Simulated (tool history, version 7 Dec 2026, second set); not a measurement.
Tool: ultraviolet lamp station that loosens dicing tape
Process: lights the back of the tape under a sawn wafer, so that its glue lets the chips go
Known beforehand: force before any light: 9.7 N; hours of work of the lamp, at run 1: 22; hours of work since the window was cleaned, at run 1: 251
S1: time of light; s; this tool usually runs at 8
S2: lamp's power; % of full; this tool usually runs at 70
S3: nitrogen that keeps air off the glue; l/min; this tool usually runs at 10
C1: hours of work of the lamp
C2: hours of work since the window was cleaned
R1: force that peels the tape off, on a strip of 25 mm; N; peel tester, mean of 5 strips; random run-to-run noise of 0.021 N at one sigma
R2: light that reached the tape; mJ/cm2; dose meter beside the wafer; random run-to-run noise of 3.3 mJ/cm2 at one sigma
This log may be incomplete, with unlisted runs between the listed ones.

Run 1, hour 0.0: usual settings; C1 22; C2 251. Result: R1 1.050 N, R2 527 mJ/cm2.
Run 2, hour 38.9: usual settings but S3 16 l/min; C1 46; C2 275. Result: R1 0.794 N, R2 525 mJ/cm2.
Run 3, hour 61.9: usual settings but S3 16 l/min; C1 61; C2 290. Result: R1 0.793 N, R2 523 mJ/cm2.
Run 4, hour 94.5: usual settings but S3 16 l/min; C1 81; C2 310. Result: R1 0.792 N, R2 530 mJ/cm2.
Run 5, hour 115.8: usual settings but S1 14 s; C1 95; C2 323. Result: R1 0.334 N, R2 919 mJ/cm2.
Run 6, hour 150.5: usual settings but S1 14 s; C1 116; C2 345. Result: R1 0.309 N, R2 922 mJ/cm2.
Run 7, hour 181.2: usual settings but S1 14 s; C1 136; C2 364. Result: R1 0.296 N, R2 911 mJ/cm2.
Run 8, hour 215.3: usual settings but S1 14 s; C1 157; C2 386. Result: R1 0.306 N, R2 920 mJ/cm2.
Run 9, hour 231.4: usual settings but S1 14 s; C1 167; C2 396. Result: R1 0.325 N, R2 920 mJ/cm2.
Run 10, hour 267.5: usual settings; C1 190; C2 418. Result: R1 1.019 N, R2 526 mJ/cm2.
Run 11, hour 292.2: usual settings; C1 205; C2 434. Result: R1 1.030 N, R2 525 mJ/cm2.
Run 12, hour 315.0: usual settings; C1 220; C2 448. Result: R1 0.970 N, R2 524 mJ/cm2.
Run 13, hour 333.8: usual settings; C1 231; C2 460. Result: R1 1.048 N, R2 524 mJ/cm2.
Run 14, hour 353.1: usual settings; C1 243; C2 472. Result: R1 1.049 N, R2 521 mJ/cm2.
Run 15, hour 374.8: usual settings; C1 257; C2 486. Result: R1 1.048 N, R2 521 mJ/cm2.
Run 16, hour 404.5: usual settings; C1 276; C2 504. Result: R1 1.036 N, R2 519 mJ/cm2.
Run 17, hour 421.4: usual settings but S1 4 s; C1 286; C2 515. Result: R1 3.069 N, R2 260 mJ/cm2.
Run 18, hour 454.0: usual settings; C1 307; C2 535. Result: R1 1.041 N, R2 521 mJ/cm2.
Run 19, hour 478.7: usual settings but S2 98 % of full; C1 322; C2 551. Result: R1 0.510 N, R2 730 mJ/cm2.
Run 20, hour 510.1: usual settings but S2 98 % of full; C1 342; C2 570. Result: R1 0.516 N, R2 733 mJ/cm2.
Run 21, hour 535.1: usual settings but S2 98 % of full; C1 358; C2 586. Result: R1 0.524 N, R2 725 mJ/cm2.
Run 22, hour 553.0: usual settings but S3 12 l/min; C1 369; C2 597. Result: R1 0.974 N, R2 527 mJ/cm2.
At hour 562.2: window cleaned of glue's vapour.
Run 23, hour 578.9: usual settings but S3 12 l/min; C1 385; C2 10. Result: R1 0.944 N, R2 523 mJ/cm2.
Run 24, hour 602.0: usual settings but S1 6 s, S2 80 % of full, S3 7 l/min; C1 399; C2 25. Result: R1 1.693 N, R2 450 mJ/cm2.
Run 25, hour 621.8: usual settings but S1 11 s, S2 80 % of full, S3 7 l/min; C1 412; C2 37. Result: R1 0.495 N, R2 819 mJ/cm2.
Run 26, hour 643.0: usual settings but S1 13 s, S2 80 % of full, S3 7 l/min; C1 425; C2 51. Result: R1 0.359 N, R2 959 mJ/cm2.
Run 27, hour 677.6: usual settings but S1 4 s, S2 80 % of full, S3 7 l/min; C1 446; C2 72. Result: R1 2.917 N, R2 299 mJ/cm2.
Run 28, hour 693.3: usual settings but S1 7 s, S2 99 % of full, S3 4 l/min; C1 456; C2 82. Result: R1 1.232 N, R2 640 mJ/cm2.
Run 29, hour 731.7: usual settings but S1 7 s, S2 99 % of full, S3 4 l/min; C1 480; C2 106. Result: R1 1.235 N, R2 647 mJ/cm2.
Run 30, hour 749.6: usual settings but S1 7 s, S2 99 % of full, S3 4 l/min; C1 492; C2 117. Result: R1 1.269 N, R2 646 mJ/cm2.
Run 31, hour 788.2: usual settings but S1 12 s, S2 61 % of full; C1 516; C2 142. Result: R1 0.591 N, R2 687 mJ/cm2.
Run 32, hour 810.4: usual settings but S1 6 s, S2 89 % of full, S3 4 l/min; C1 530; C2 156. Result: R1 1.970 N, R2 497 mJ/cm2.
Run 33, hour 847.0: usual settings but S2 65 % of full, S3 5 l/min; C1 553; C2 179. Result: R1 1.740 N, R2 488 mJ/cm2.
Run 34, hour 867.8: usual settings but S2 92 % of full, S3 6 l/min; C1 566; C2 192. Result: R1 0.821 N, R2 689 mJ/cm2.
Run 35, hour 887.7: usual settings but S2 92 % of full, S3 6 l/min; C1 578; C2 204. Result: R1 0.831 N, R2 685 mJ/cm2.
Run 36, hour 912.6: usual settings but S2 95 % of full, S3 6 l/min; C1 594; C2 220. Result: R1 0.777 N, R2 715 mJ/cm2.
Run 37, hour 949.1: usual settings but S2 95 % of full, S3 6 l/min; C1 617; C2 243. Result: R1 0.772 N, R2 710 mJ/cm2.
Run 38, hour 971.0: usual settings but S1 7 s, S2 93 % of full, S3 8 l/min; C1 630; C2 256. Result: R1 0.881 N, R2 608 mJ/cm2.
Run 39, hour 1004.5: usual settings but S1 11 s, S3 17 l/min; C1 651; C2 277. Result: R1 0.384 N, R2 718 mJ/cm2.
Run 40, hour 1022.1: usual settings but S1 11 s, S3 17 l/min; C1 662; C2 288. Result: R1 0.389 N, R2 720 mJ/cm2.
Run 41, hour 1051.2: usual settings but S1 11 s, S3 17 l/min; C1 681; C2 307. Result: R1 0.388 N, R2 714 mJ/cm2.
Run 42, hour 1088.0: usual settings but S1 11 s, S3 17 l/min; C1 704; C2 330. Result: R1 0.405 N, R2 716 mJ/cm2.
Run 43, hour 1108.3: usual settings but S2 77 % of full, S3 20 l/min; C1 716; C2 342. Result: R1 0.608 N, R2 578 mJ/cm2.

Predict each of these 3 candidate next runs independently; none follows another, all start after run 43:
Run A, hour 1140.4: usual settings but S3 4 l/min; C1 737; C2 362. Result: R1 ?, R2 ?.
Run B, hour 1140.4: usual settings but S3 19 l/min; C1 737; C2 362. Result: R1 ?, R2 ?.
Run C, hour 1140.4: usual settings but S1 9 s, S2 80 % of full, S3 5 l/min; C1 737; C2 362. Result: R1 ?, R2 ?.

run     R1   R2
  A  1.852  525
  B  0.759  518
  C  1.031  674
Take away the tool's hidden state, keep each run's random variation, and the runs would have read:
run     R1   R2
  A  1.846  526
  B  0.756  519
  C  1.027  676
